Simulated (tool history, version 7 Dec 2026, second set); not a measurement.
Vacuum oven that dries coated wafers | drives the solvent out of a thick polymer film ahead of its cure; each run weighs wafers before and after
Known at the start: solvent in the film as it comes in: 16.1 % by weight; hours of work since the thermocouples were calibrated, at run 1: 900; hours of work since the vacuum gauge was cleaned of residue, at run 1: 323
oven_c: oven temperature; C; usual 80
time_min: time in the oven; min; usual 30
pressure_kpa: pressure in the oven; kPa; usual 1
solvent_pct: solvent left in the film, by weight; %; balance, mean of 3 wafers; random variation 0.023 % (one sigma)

run,day,oven_c,time_min,pressure_kpa,hours of work since the thermocouples were calibrated,hours of work since the vacuum gauge was cleaned of residue,solvent_pct
1,0,80,30,1,900,323,1.53
2,0.492,80,30,1,906,329,1.5
3,1.033,80,30,1,913,336,1.51
4,1.596,80,30,1,921,344,1.51
5,1.908,80,30,1,925,348,1.51
6,2.375,80,30,1,931,354,1.5
7,2.925,80,30,1,938,361,1.52
8,3.608,80,30,1.69,947,370,1.85
9,3.942,80,30,1.69,952,375,1.96
10,4.258,80,30,1.69,956,379,1.86
11,4.883,80,30,1.69,964,387,1.88
12,5.204,80,30,1.69,968,391,1.93
13,5.717,80,30,1.69,975,398,1.91
14,6.092,70,30,1.69,980,403,4.98
15,6.412,70,30,1.69,984,407,5.02
16,6.954,80,32,1,991,414,1.38
17,7.354,80,32,1,997,420,1.39
18,8.017,80,32,1,1005,428,1.38
19,8.567,80,32,1,1013,436,1.4
20,9.05,80,30,0.98,1019,442,1.51
21,9.746,80,30,0.98,1028,451,1.52
22,10.275,75,31,1,1035,458,2.7
23,11.038,75,31,1,1045,468,2.74
24,11.496,75,31,1,1051,474,2.68
25,11.962,81,36,2.8,1057,480,2.05
26,12.596,81,36,2.8,1066,489,2.06
27,12.988,81,18,2.8,1071,494,3.81
28,13.721,81,18,2.8,1081,504,3.83
# day 14.35: oven's thermocouples calibrated
29,14.412,73,16,2.44,1,512,6.85
30,14.975,73,16,2.44,8,519,6.86
31,15.467,80,30,1.34,15,526,1.7
32,16.108,80,30,1.34,23,534,1.66
33,16.842,80,30,1.34,33,544,1.67
34,17.571,91,45,1.93,43,553,0.78
35,18.242,80,38,0.86,51,562,0.94
36,18.958,77,34,0.96,61,572,1.79
37,19.662,78,30,1,70,581,1.95
38,20.004,93,24,3.65,75,585,1.36
39,20.662,93,24,3.65,83,594,1.42
40,21.004,88,30,2.82,88,599,1.35
41,21.358,88,30,3.67,92,603,1.72
42,21.775,88,30,3.67,98,609,1.74

Forecast each of these 4 alternatives for the next run:
A,22.488,92,16,3.28,107,618,?
B,22.488,88,18,0.65,107,618,?
C,22.488,72,30,2.96,107,618,?
D,22.488,77,30,3.67,107,618,?

run,solvent_pct
A,1.69
B,1.01
C,5.02
D,3.8
Without the tool's hidden state the same runs would have given:
run,solvent_pct
A,1.61
B,0.92
C,4.83
D,3.64

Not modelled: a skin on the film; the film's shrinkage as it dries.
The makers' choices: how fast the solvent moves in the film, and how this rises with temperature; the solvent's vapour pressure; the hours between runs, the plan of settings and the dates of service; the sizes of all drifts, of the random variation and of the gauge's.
